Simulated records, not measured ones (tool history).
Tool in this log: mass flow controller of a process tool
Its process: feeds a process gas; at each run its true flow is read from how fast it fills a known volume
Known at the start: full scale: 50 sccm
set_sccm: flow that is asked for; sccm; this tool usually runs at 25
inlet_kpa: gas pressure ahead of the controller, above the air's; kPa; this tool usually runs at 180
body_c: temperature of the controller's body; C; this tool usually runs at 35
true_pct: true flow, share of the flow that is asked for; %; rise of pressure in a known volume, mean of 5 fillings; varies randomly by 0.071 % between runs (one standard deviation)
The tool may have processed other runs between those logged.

run,hour,set_sccm,inlet_kpa,body_c,true_pct
1,0,25,180,35,100.22
2,97.7,25,242,35,99.73
3,173.6,25,242,35,99.8
4,247.7,25,242,31,99.52
5,353.7,25,242,31,99.51
# hour 363.9: controller's zero set anew
6,433.8,25,193,35,99.95
7,511.9,42,248,37,100.29
# hour 596.9: controller's zero set anew, once more
8,606.6,33,175,27,100.14
9,657.5,33,175,27,100.13
10,713.7,27,143,24,99.93
11,798.1,5,270,40,98.86
12,896.8,5,270,40,98.81

Consider 4 possible next runs. They are alternatives, not a sequence: every one starts from the tool as it was left by run 12. What does each give?
A,989.9,5,201,40,?
B,989.9,5,270,25,?
C,989.9,22,207,40,?
D,989.9,43,267,35,?

run,true_pct
A,99.13
B,97.85
C,100.31
D,100.31
What these runs would have given with no unlogged condition in the tool:
run,true_pct
A,99.41
B,98.13
C,99.98
D,99.89

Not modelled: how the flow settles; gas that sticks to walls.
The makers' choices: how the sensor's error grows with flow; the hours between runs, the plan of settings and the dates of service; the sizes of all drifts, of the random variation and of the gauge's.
